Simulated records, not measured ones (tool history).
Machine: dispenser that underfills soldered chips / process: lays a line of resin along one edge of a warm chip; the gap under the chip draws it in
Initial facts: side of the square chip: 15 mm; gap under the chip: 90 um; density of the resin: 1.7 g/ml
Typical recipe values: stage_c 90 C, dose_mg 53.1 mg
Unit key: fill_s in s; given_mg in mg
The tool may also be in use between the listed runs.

{"run": 1, "hour": 0.0, "stage_c": 90, "dose_mg": 53.1, "fill_s": 191.6, "given_mg": 49.78}
{"hour": 5.1, "done": "dispensing valve cleaned and set on the balance"}
{"run": 2, "hour": 5.4, "stage_c": 90, "dose_mg": 53.1, "fill_s": 225.7, "given_mg": 53.26}
{"run": 3, "hour": 11.6, "stage_c": 90, "dose_mg": 53.1, "fill_s": 297.6, "given_mg": 53.41}
{"hour": 16.1, "done": "new syringe of resin"}
{"run": 4, "hour": 18.6, "stage_c": 90, "dose_mg": 53.1, "fill_s": 196.9, "given_mg": 52.77}
{"run": 5, "hour": 21.6, "stage_c": 103, "dose_mg": 53.1, "fill_s": 145.9, "given_mg": 52.81}
{"run": 6, "hour": 28.5, "stage_c": 103, "dose_mg": 53.1, "fill_s": 194.1, "given_mg": 52.86}
{"run": 7, "hour": 31.3, "stage_c": 99, "dose_mg": 53.1, "fill_s": 251.3, "given_mg": 52.75}
{"hour": 33.2, "done": "new syringe of resin"}
{"run": 8, "hour": 36.0, "stage_c": 99, "dose_mg": 53.1, "fill_s": 144.8, "given_mg": 52.88}
{"run": 9, "hour": 42.2, "stage_c": 83, "dose_mg": 52.9, "fill_s": 319.1, "given_mg": 52.21}
{"run": 10, "hour": 45.6, "stage_c": 76, "dose_mg": 65.8, "fill_s": 464.1, "given_mg": 64.66}

What if the next run were any one of these 3? Each begins from the tool's condition after run 10:
{"hour": 50.3, "done": "new syringe of resin"}
{"run": "A", "hour": 50.8, "stage_c": 97, "dose_mg": 51.6, "fill_s": "?", "given_mg": "?"}
{"hour": 50.3, "done": "new syringe of resin"}
{"run": "B", "hour": 50.8, "stage_c": 86, "dose_mg": 68.3, "fill_s": "?", "given_mg": "?"}
{"hour": 50.3, "done": "new syringe of resin"}
{"run": "C", "hour": 50.8, "stage_c": 90, "dose_mg": 59, "fill_s": "?", "given_mg": "?"}

run=A fill_s=141.7 given_mg=50.93
run=B fill_s=203.3 given_mg=67.17
run=C fill_s=175 given_mg=57.95
What these runs would have given with no unlogged condition in the tool:
run=A fill_s=134.4 given_mg=51.64
run=B fill_s=192.9 given_mg=68.11
run=C fill_s=166 given_mg=58.76
